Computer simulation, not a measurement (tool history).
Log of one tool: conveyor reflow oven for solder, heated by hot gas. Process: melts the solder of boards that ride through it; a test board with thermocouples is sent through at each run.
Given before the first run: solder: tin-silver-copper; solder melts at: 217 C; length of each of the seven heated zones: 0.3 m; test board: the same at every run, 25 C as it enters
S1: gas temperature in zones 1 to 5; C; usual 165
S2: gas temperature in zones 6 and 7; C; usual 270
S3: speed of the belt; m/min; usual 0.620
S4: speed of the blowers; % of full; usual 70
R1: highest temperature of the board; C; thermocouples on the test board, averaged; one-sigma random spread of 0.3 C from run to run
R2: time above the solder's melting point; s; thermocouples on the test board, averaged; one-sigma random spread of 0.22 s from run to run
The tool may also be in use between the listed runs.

Run 1, hour 0.0: usual settings. Result: R1 254.9 C, R2 43.1 s.
Run 2, hour 6.3: usual settings but S2 264 C. Result: R1 249.4 C, R2 40.3 s.
Run 3, hour 17.7: usual settings but S2 264 C. Result: R1 249.2 C, R2 40.2 s.
Run 4, hour 25.2: usual settings but S2 263 C. Result: R1 248.5 C, R2 39.8 s.
Run 5, hour 37.5: usual settings but S2 263 C. Result: R1 248.3 C, R2 39.5 s.
At hour 42.5: belt drive overhauled, speed set with a stopwatch.
Run 6, hour 48.6: usual settings. Result: R1 255.0 C, R2 43.1 s.
Run 7, hour 54.5: usual settings but S2 285 C, S3 0.521 m/min, S4 53 % of full. Result: R1 271.2 C, R2 60.2 s.
Run 8, hour 59.9: usual settings but S2 269 C, S4 57 % of full. Result: R1 250.5 C, R2 40.6 s.
At hour 68.7: belt drive overhauled, speed set with a stopwatch, once more.
Run 9, hour 75.8: usual settings but S2 269 C, S4 57 % of full. Result: R1 251.2 C, R2 40.4 s.
Run 10, hour 82.9: usual settings but S1 172 C, S2 277 C, S4 57 % of full. Result: R1 259.1 C, R2 46.3 s.
Run 11, hour 90.9: usual settings but S3 0.626 m/min. Result: R1 254.3 C, R2 41.9 s.

Results for each run, recomputed without the tool's hidden state and with each run's random variation untouched:
Hidden state at play: heat that the gas passes to the board, % of a clean oven's; belt's true speed, % of the reading; true gas temperature in zones 6 and 7 over the reading, C; drift of the gauge itself on peak_c, C; drift of the gauge itself on liquid_s, %.
run     R1    R2
  1  254.6  42.7
  2  249.0  40.0
  3  248.9  39.9
  4  248.2  39.4
  5  248.0  39.2
  6  254.6  42.5
  7  270.6  59.3
  8  250.0  40.0
  9  251.1  40.5
 10  259.0  46.4
 11  254.3  42.1
